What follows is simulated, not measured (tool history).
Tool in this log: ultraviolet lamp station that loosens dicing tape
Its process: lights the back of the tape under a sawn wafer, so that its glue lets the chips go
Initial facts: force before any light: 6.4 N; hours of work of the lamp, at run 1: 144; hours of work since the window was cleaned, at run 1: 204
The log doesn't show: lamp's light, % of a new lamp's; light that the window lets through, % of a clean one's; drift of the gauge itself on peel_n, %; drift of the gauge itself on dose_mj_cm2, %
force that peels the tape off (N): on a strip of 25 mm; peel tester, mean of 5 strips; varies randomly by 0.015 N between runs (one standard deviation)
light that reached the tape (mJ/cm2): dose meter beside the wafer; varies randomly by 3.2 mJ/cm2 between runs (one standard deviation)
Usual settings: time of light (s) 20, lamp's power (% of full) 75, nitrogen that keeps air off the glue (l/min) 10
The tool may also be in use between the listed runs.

run	day	time of light (s)	lamp's power (% of full)	nitrogen that keeps air off the glue (l/min)	hours of work of the lamp	hours of work since the window was cleaned	force that peels the tape off (N)	light that reached the tape (mJ/cm2)
1	0.000	20	75	10	144	204	0.978	400
2	0.533	20	75	10	153	213	0.980	395
3	1.121	23	75	10	163	223	0.835	455
4	1.538	23	75	10	170	230	0.817	445
5	2.421	20	76	10	185	245	1.020	390
6	3.038	20	76	10	196	256	1.075	389
7	3.500	20	76	10	204	264	1.027	383
8	4.354	20	76	10	218	279	1.093	381
9	5.175	35	75	10	233	293	0.451	643
10	5.817	35	75	10	244	304	0.464	640
11	6.721	35	75	10	259	319	0.462	632
12	7.312	35	75	10	269	330	0.467	627
13	8.038	27	75	10	282	342	0.736	476
14	8.942	11	68	10	297	358	2.675	172
# day 9.283: window cleaned of glue's vapour
15	9.862	11	90	10	313	10	1.722	271
16	10.458	11	73	13	323	20	2.018	223
17	10.892	11	73	13	330	28	2.063	218
18	11.467	18	84	17	340	38	0.801	410
19	12.000	18	84	17	350	47	0.820	407

Predict the results of run 20:
20	12.596	18	84	17	360	57	?	?

force that peels the tape off (N): 0.857
light that reached the tape (mJ/cm2): 404
Minus the tool's unlogged condition, the same run would have read force that peels the tape off (N) 0.597, light that reached the tape (mJ/cm2) 499.
